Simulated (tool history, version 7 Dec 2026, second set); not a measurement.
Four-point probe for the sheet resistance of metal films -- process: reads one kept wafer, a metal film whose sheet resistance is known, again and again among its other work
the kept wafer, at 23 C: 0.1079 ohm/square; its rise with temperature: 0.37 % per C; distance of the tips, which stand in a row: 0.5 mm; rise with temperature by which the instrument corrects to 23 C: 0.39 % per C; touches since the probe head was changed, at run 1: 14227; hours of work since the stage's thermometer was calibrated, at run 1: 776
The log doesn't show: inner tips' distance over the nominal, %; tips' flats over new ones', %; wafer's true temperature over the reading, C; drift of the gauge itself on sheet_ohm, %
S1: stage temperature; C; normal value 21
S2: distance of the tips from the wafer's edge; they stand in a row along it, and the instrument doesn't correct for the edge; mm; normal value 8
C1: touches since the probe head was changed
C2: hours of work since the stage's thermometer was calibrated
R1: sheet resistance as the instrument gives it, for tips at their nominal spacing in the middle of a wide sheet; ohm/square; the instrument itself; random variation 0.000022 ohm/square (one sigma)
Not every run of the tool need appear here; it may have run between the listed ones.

run	hour	S1	S2	C1	C2	R1
1	0	21	8	14227	776	0.108504
2	16.8	21	8	14805	783	0.108508
3	48.8	21	8	15904	798	0.108473
4	63.1	21	8	16398	805	0.108472
5	83.6	21	46	17101	815	0.108213
6	111.9	21	8	18076	828	0.108432
7	132.3	21	8	18779	837	0.108421
8	163.2	21	25	19840	852	0.108204
9	187.3	21	25	20668	863	0.108256
10	218.3	21	28	21737	877	0.108198
11	243.5	21	28	22603	889	0.108189
12	259.6	21	8	23158	896	0.108395
13	281.1	21	4	23896	906	0.109066
14	294.8	21	4	24368	913	0.109066
15	321.9	21	48	25301	925	0.108161
16	347.2	21	48	26171	937	0.108182
17	373.7	21	48	27080	949	0.108124
18	401.5	21	48	28038	962	0.108151
19	418.6	21	8	28626	970	0.108357
20	434	21	8	29154	977	0.108362
21	463.4	21	8	30167	991	0.108331
22	488.1	21	8	31017	1002	0.108342
23	517.2	28	30	32017	1016	0.10801
24	544.8	28	20	32968	1029	0.107954
25	574.9	20	6	34004	1043	0.108499
26	596.6	32	31	34747	1053	0.107883
27	625.1	22	56	35728	1066	0.108035
28	643.9	30	4	36375	1075	0.108794
29	670.5	29	32	37289	1087	0.107928
30	694.8	34	6	38127	1099	0.108174
31	717.9	34	6	38921	1109	0.108185
32	733.8	34	6	39468	1117	0.108146
33	751.5	34	6	40078	1125	0.10816
34	771.4	18	6	40763	1134	0.108488
35	784.7	32	58	41220	1140	0.107811
36	808.4	32	58	42034	1151	0.107816
37	839.3	32	58	43098	1166	0.107799
38	852.6	19	17	43556	1172	0.108117
39	875.4	24	17	44338	1182	0.107958
40	892.4	18	5	44924	1190	0.10867
41	921.5	32	12	45923	1204	0.107897
42	939.8	35	70	46555	1212	0.107729
43	969.9	35	70	47590	1226	0.107678
44	988.2	35	70	48219	1235	0.10772

A few steps of R1 between consecutive runs. Split each: what settings, incoming material and random variation would produce without the hidden state, and what is left over for the hidden state, along with gauge scatter present in only one of the two compared results (measured, and without hidden state):
Run 14 -> 15: S2 4 -> 48. R1 -0.000905 ohm/square: hidden state -0.00001, all else -0.000895.
Run 22 -> 23: S1 21 -> 28, S2 8 -> 30. R1 -0.000332 ohm/square: hidden state -0.000012, all else -0.00032.
Run 25 -> 26: S1 20 -> 32, S2 6 -> 31. R1 -0.000616 ohm/square: hidden state -0.000012, all else -0.000604.
Run 28 -> 29: S1 30 -> 29, S2 4 -> 32. R1 -0.000866 ohm/square: hidden state -0.000007, all else -0.000859.
Run 40 -> 41: S1 18 -> 32, S2 5 -> 12. R1 -0.000773 ohm/square: hidden state -0.000016, all else -0.000757.
